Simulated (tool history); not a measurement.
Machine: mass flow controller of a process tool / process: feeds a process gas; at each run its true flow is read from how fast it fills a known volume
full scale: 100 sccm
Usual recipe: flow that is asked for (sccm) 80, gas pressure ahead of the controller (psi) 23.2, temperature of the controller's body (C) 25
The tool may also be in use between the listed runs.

run,hour,flow that is asked for (sccm),gas pressure ahead of the controller (psi),temperature of the controller's body (C),true flow (%)
1,0,80,23.2,25,99.65
2,56.6,80,23.2,25,99.57
3,120.1,80,38,25,99.66
4,195.9,80,38,24,99.68
5,279.9,11,23.2,25,98.34
6,335.4,11,23.2,25,98.42
7,401.5,40,23.2,25,98.63
8,485.5,64,23.2,25,99.01
9,545.1,20,23.2,25,98.16
10,589.8,20,20.3,25,98.25
11,657.1,20,20.3,25,98.13
12,694.8,20,20.3,25,98.1
13,769.7,80,23.2,25,98.83
14,826.5,80,23.2,25,98.78
15,891.2,80,23.2,25,98.63
16,930.1,80,23.2,25,98.65
17,1009,31,23.2,25,98.01
18,1058.9,31,23.2,25,97.82
19,1138.2,31,23.2,25,97.69
20,1200.4,18,21.8,36,96.88
21,1282.5,36,21.8,24,97.77
22,1349.2,36,35.5,39,96.89
23,1404.7,36,35.5,39,96.7
24,1455.5,30,36.1,31,97.16
25,1504.3,30,36.1,31,97.19
26,1552.4,30,36.1,31,96.98
27,1593.1,30,36.1,31,96.97
# hour 1622.3: gauge calibrated
28,1663.6,13,25.2,31,98.47
29,1734.5,48,23.2,22,99.34
30,1775.3,72,23.2,21,99.66
31,1824.1,67,26.8,35,98.77
32,1875.7,67,26.8,35,98.63
33,1952,67,26.8,35,98.53
34,2012.4,17,21.6,35,97.84
35,2056.2,19,36.3,32,98.08
36,2103.4,19,36.3,32,98.05

What will run 37 give?
37,2164.5,19,36.3,32,?

{"run 37": {"true flow (%)": 98.07}}
With the hidden condition absent and the run-to-run variation left alone, this run would have shown true flow (%) 98.67.

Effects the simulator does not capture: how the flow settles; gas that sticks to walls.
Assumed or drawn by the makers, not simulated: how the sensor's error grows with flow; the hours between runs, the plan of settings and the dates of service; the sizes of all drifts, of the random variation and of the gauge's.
